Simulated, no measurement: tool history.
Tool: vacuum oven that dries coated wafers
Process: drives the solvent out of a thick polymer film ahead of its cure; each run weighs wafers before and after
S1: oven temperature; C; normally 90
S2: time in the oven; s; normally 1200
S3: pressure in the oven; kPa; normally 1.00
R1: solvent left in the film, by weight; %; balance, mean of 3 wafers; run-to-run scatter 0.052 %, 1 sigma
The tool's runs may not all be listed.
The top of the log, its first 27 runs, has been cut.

{"run": 28, "hour": 1568.0, "S1": 90, "S2": 840, "S3": 0.97, "R1": 2.73}
{"run": 29, "hour": 1619.9, "S1": 97, "S2": 780, "S3": 1.0, "R1": 1.85}
{"run": 30, "hour": 1677.4, "S1": 101, "S2": 1200, "S3": 1.0, "R1": 0.85}
{"run": 31, "hour": 1716.3, "S1": 91, "S2": 1200, "S3": 2.85, "R1": 2.67}
{"hour": 1760.6, "done": "oven's thermocouples calibrated"}
{"run": 32, "hour": 1788.7, "S1": 91, "S2": 1200, "S3": 2.85, "R1": 2.93}
{"run": 33, "hour": 1821.0, "S1": 102, "S2": 1200, "S3": 1.0, "R1": 0.93}
{"run": 34, "hour": 1894.4, "S1": 102, "S2": 1200, "S3": 1.0, "R1": 0.98}
{"hour": 1925.9, "done": "vacuum gauge cleaned of residue and calibrated"}
{"run": 35, "hour": 1952.0, "S1": 90, "S2": 1200, "S3": 1.31, "R1": 1.73}
{"run": 36, "hour": 2011.2, "S1": 90, "S2": 1200, "S3": 1.31, "R1": 1.73}
{"run": 37, "hour": 2076.5, "S1": 90, "S2": 600, "S3": 1.07, "R1": 4.25}
{"run": 38, "hour": 2153.2, "S1": 90, "S2": 600, "S3": 1.07, "R1": 4.24}
{"run": 39, "hour": 2223.7, "S1": 90, "S2": 1260, "S3": 3.27, "R1": 2.69}
{"run": 40, "hour": 2273.6, "S1": 84, "S2": 1500, "S3": 1.0, "R1": 1.63}
{"run": 41, "hour": 2346.9, "S1": 90, "S2": 660, "S3": 0.84, "R1": 3.71}
{"run": 42, "hour": 2400.3, "S1": 90, "S2": 660, "S3": 0.84, "R1": 3.69}
{"run": 43, "hour": 2459.4, "S1": 87, "S2": 1200, "S3": 0.93, "R1": 1.75}
{"run": 44, "hour": 2527.4, "S1": 96, "S2": 900, "S3": 1.65, "R1": 1.87}
{"run": 45, "hour": 2588.3, "S1": 95, "S2": 1380, "S3": 2.05, "R1": 1.43}
{"run": 46, "hour": 2661.8, "S1": 96, "S2": 1380, "S3": 0.86, "R1": 0.65}

Alternative continuations, all from the tool just after run 46; predict every row:
{"run": "A", "hour": 2720.3, "S1": 97, "S2": 660, "S3": 0.81, "R1": "?"}
{"run": "B", "hour": 2720.3, "S1": 99, "S2": 1140, "S3": 2.26, "R1": "?"}
{"run": "C", "hour": 2720.3, "S1": 90, "S2": 1080, "S3": 0.86, "R1": "?"}

run=A R1=2.31
run=B R1=1.38
run=C R1=1.79
With no hidden state in the tool, these same runs would have given:
run=A R1=2.22
run=B R1=1.29
run=C R1=1.66

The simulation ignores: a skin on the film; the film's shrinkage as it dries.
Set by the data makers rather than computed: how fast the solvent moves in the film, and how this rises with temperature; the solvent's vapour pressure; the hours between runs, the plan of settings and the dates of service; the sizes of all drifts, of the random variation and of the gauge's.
